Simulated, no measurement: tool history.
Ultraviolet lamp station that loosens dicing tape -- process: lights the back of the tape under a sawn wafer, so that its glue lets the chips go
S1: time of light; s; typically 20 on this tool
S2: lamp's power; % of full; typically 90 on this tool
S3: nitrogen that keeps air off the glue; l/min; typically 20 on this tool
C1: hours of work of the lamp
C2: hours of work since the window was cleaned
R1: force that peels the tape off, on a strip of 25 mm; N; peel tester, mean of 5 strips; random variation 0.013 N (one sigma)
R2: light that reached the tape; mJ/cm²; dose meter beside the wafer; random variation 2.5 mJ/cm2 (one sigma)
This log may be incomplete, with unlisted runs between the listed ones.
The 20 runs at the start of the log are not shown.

run,day,S1,S2,S3,C1,C2,R1,R2
21,7.612,16,67,20,399,361,2.411,152
22,8.112,16,67,20,406,369,2.414,154
23,8.654,20,71,20,414,377,1.558,205
24,8.879,20,68,20,418,381,1.746,195
25,9.196,20,65,23,423,385,1.652,179
26,9.704,29,63,28,430,393,0.804,253
27,9.950,20,62,20,434,397,2.013,174
28,10.192,25,80,20,438,400,0.818,278
29,10.442,33,66,20,441,404,0.684,302
30,10.912,33,66,20,448,411,0.673,303
31,11.446,33,66,20,456,419,0.709,300
32,11.996,22,77,9,465,428,1.847,232
33,12.458,22,77,9,472,435,1.865,231
34,12.758,20,84,10,476,439,1.773,230
35,13.154,20,90,7,482,445,1.953,247
36,13.554,26,76,20,488,451,0.901,267
37,13.875,11,90,20,493,456,2.897,133

Alternative continuations, all from the tool just after run 37; predict every row:
A,14.146,20,90,20,497,460,?,?
B,14.146,19,89,11,497,460,?,?
C,14.146,15,81,9,497,460,?,?
D,14.146,11,70,20,497,460,?,?

run,R1,R2
A,1.077,247
B,1.740,229
C,2.961,166
D,3.794,106
With the hidden condition removed and each run's random variation left untouched, the same runs would have given:
run,R1,R2
A,0.615,318
B,1.071,297
C,2.084,214
D,2.851,137
